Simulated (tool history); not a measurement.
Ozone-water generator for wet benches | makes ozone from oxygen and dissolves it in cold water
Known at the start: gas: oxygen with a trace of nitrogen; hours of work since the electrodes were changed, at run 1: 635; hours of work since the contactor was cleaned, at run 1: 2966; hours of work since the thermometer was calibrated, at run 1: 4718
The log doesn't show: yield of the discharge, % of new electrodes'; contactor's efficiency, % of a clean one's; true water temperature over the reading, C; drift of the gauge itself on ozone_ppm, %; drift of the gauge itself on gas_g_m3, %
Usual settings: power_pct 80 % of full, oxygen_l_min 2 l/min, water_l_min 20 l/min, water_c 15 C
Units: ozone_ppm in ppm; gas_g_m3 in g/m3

run    hour  power_pct  oxygen_l_min  water_l_min  water_c  hours of work since the electrodes were changed  hours of work since the contactor was cleaned  hours of work since the thermometer was calibrated  ozone_ppm  gas_g_m3
  1       0         80             2           20       15                                              635                                           2966                                                4718       12.1     184.1
  2    35.8         80          1.18           20       15                                              664                                           2995                                                4746       10.6     245.6
  3    87.1         80          1.18           20       15                                              704                                           3035                                                4787       10.1     244.8
  4   136.8         60             2           20       15                                              744                                           3075                                                4826        9.2     141.9
  5   179.9         60             2           20       15                                              778                                           3109                                                4860        9.3     143.9
  6   218.4         64             2           20       15                                              808                                           3140                                                4891        9.7     151.2
  7   243.2         80             2           17       15                                              828                                           3159                                                4911       14.3     185.4
  8   274.4         80             2           20       15                                              853                                           3184                                                4935         12       185
  9   296.3         80             2           20       15                                              870                                           3201                                                4953         12     184.5
 10   323.4         80             2           20       15                                              892                                           3223                                                4974       12.1     184.5
 11   363.1         80          1.07           20       15                                              923                                           3254                                                5006        9.9     256.2
 12   393.4         80          1.07           20       15                                              947                                           3278                                                5030        9.7     256.4
 13   436.8         80          1.07           20       15                                              982                                           3313                                                5064         10     256.3
 14   473.5         50          1.07           20       15                                             1011                                           3342                                                5093        6.6     167.3
 15   512.1         50          1.07           20       15                                             1041                                           3372                                                5124        6.4     167.3
 16   534.4         50          1.07           20       15                                             1059                                           3390                                                5142        6.5     168.8
 17   575.4         94          3.19           16       13                                             1091                                           3423                                                5174       18.8     165.3
 18   609.3         71          1.03           16       13                                             1118                                           3450                                                5201       11.4       236
 19   648.4         62          1.03           28       13                                             1149                                           3481                                                5232        5.2     205.6
      660.4  -- water thermometer calibrated
      678.5  -- contactor cleaned
 20   698.4         40          1.03           20       13                                             1185                                             16                                                  27        5.2     138.7
 21   751.5         40          1.03           20       13                                             1228                                             58                                                  69        5.2     138.8
 22   797.7         73          2.97           18       14                                             1264                                             95                                                 106         13     135.3
 23   851.2         61          1.34           29       11                                             1307                                            137                                                 148        5.3     176.3
 24   896.5         63          1.41           15       14                                             1343                                            173                                                 184       11.7     175.1
 25   948.7         93          2.34           20       11                                             1384                                            214                                                 225       14.3     191.4
      960.7  -- contactor cleaned, once more
 26  1002.8         41          1.21           20       11                                             1424                                             33                                                 265        5.9     130.1
 27  1049.1         41          1.21           20       11                                             1460                                             70                                                 302          6     130.4
 28  1073.7         41          1.21           20       11                                             1480                                             90                                                 321        5.7       129
 29  1102.6         80             2           16       15                                             1503                                            113                                                 344       14.7     180.9
 30  1135.8         80             2           16       15                                             1529                                            139                                                 371       14.8     178.3
 31  1170.4         80             2           16       15                                             1557                                            166                                                 398       14.9     179.5
 32  1193.7         60             2           27       15                                             1575                                            185                                                 417        6.6     138.8

3 ways to go on from here, each from the tool as it stands after run 32. What would each give?
  A  1246.1         86          1.45           29       15                                             1617                                            226                                                 458          ?         ?
  B  1246.1         60           1.1           13       15                                             1617                                            226                                                 458          ?         ?
  C  1246.1         65             2           13       15                                             1617                                            226                                                 458          ?         ?

run  ozone_ppm  gas_g_m3
  A        7.5     226.5
  B         12     191.8
  C       14.9     149.7
Without the tool's hidden state the same runs would have given:
run  ozone_ppm  gas_g_m3
  A        8.1       243
  B       12.7     201.8
  C       15.8     158.1

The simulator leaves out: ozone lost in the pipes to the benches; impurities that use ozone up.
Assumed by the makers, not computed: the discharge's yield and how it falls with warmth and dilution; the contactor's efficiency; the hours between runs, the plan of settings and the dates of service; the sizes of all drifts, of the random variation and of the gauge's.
